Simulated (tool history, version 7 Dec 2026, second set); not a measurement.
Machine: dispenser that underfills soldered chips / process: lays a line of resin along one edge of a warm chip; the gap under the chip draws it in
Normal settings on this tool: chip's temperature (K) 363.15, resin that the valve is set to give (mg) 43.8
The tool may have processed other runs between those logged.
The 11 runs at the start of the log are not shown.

| run | hour | chip's temperature (K) | resin that the valve is set to give (mg) | hours of work since the syringe was changed | hours of work since the valve was cleaned | hours of work since the stage was calibrated | time until the resin shows at the far edge (s) | resin that the valve gave (mg) |
|---|---|---|---|---|---|---|---|---|
| 12 | 49.1 | 363.15 | 54.5 | 8 | 40 | 91 | 288.2 | 53.1 |
|  | 50.6 | new syringe of resin |
| 13 | 55.6 | 363.15 | 54.5 | 3 | 44 | 95 | 215.4 | 53.52 |
| 14 | 59 | 358.15 | 43.8 | 6 | 46 | 97 | 293.1 | 42.93 |
| 15 | 61.6 | 348.15 | 43.8 | 8 | 48 | 99 | 474.7 | 42.85 |
|  | 64.1 | new syringe of resin |
| 16 | 66.1 | 363.15 | 43.8 | 1 | 51 | 102 | 194.2 | 42.83 |
| 17 | 72.3 | 363.15 | 53.2 | 6 | 55 | 106 | 250.6 | 51.94 |
|  | 77.6 | new syringe of resin |
| 18 | 79 | 363.15 | 53.2 | 1 | 60 | 111 | 181.4 | 51.82 |
| 19 | 82.1 | 358.15 | 47.4 | 3 | 62 | 113 | 248.8 | 45.84 |
| 20 | 88.1 | 351.15 | 56 | 7 | 66 | 117 | 405.6 | 54.57 |
|  | 90.8 | new syringe of resin |
| 21 | 94.7 | 352.15 | 44.3 | 3 | 70 | 121 | 302.2 | 42.99 |
| 22 | 97.9 | 352.15 | 44.3 | 5 | 72 | 123 | 346.1 | 43.01 |
| 23 | 102.6 | 355.15 | 43.8 | 8 | 76 | 127 | 381.4 | 42.32 |
|  | 104.1 | new syringe of resin |
| 24 | 106.1 | 349.15 | 45.1 | 1 | 78 | 129 | 310.9 | 43.84 |
| 25 | 109.3 | 366.15 | 46.7 | 4 | 80 | 131 | 199.7 | 44.98 |
| 26 | 113.9 | 376.15 | 46.7 | 7 | 83 | 134 | 179.2 | 45.35 |
|  | 117.7 | new syringe of resin |
| 27 | 117.9 | 376.15 | 37.7 | 0 | 86 | 137 | 123.4 | 36.51 |
| 28 | 122.7 | 367.15 | 40.7 | 3 | 89 | 140 | 193.3 | 39.12 |
| 29 | 127.2 | 365.15 | 42 | 7 | 92 | 143 | 251.9 | 40.34 |
|  | 131.3 | new syringe of resin |
| 30 | 134 | 361.15 | 45.3 | 2 | 97 | 148 | 211.2 | 43.08 |
| 31 | 139.2 | 361.15 | 45.3 | 5 | 100 | 151 | 261.6 | 43.54 |
| 32 | 143.7 | 361.15 | 45.3 | 8 | 103 | 154 | 324.6 | 43.24 |
|  | 144.9 | new syringe of resin |
| 33 | 147.5 | 368.15 | 42.9 | 2 | 106 | 157 | 176.2 | 40.92 |
| 34 | 152.5 | 377.15 | 48.7 | 5 | 109 | 160 | 163.3 | 46.26 |
| 35 | 155.6 | 377.15 | 48.7 | 7 | 111 | 162 | 186.7 | 46.08 |

Predict each of these 4 candidate next runs independently; none follows another, all start after run 35:
|  | 158.4 | new syringe of resin |
| A | 161.3 | 358.15 | 43.4 | 2 | 115 | 166 | ? | ? |
|  | 158.4 | new syringe of resin |
| B | 161.3 | 358.15 | 53.1 | 2 | 115 | 166 | ? | ? |
|  | 158.4 | new syringe of resin |
| C | 161.3 | 357.15 | 38.1 | 2 | 115 | 166 | ? | ? |
|  | 158.4 | new syringe of resin |
| D | 161.3 | 350.15 | 43.8 | 2 | 115 | 166 | ? | ? |

| run | time until the resin shows at the far edge (s) | resin that the valve gave (mg) |
|---|---|---|
| A | 246.7 | 41.15 |
| B | 239.8 | 49.91 |
| C | 255.1 | 36.18 |
| D | 317.1 | 41.36 |
Without the tool's hidden state the same runs would have given:
| run | time until the resin shows at the far edge (s) | resin that the valve gave (mg) |
|---|---|---|
| A | 202.7 | 43.42 |
| B | 198 | 52.67 |
| C | 208.3 | 38.18 |
| D | 259.9 | 43.65 |

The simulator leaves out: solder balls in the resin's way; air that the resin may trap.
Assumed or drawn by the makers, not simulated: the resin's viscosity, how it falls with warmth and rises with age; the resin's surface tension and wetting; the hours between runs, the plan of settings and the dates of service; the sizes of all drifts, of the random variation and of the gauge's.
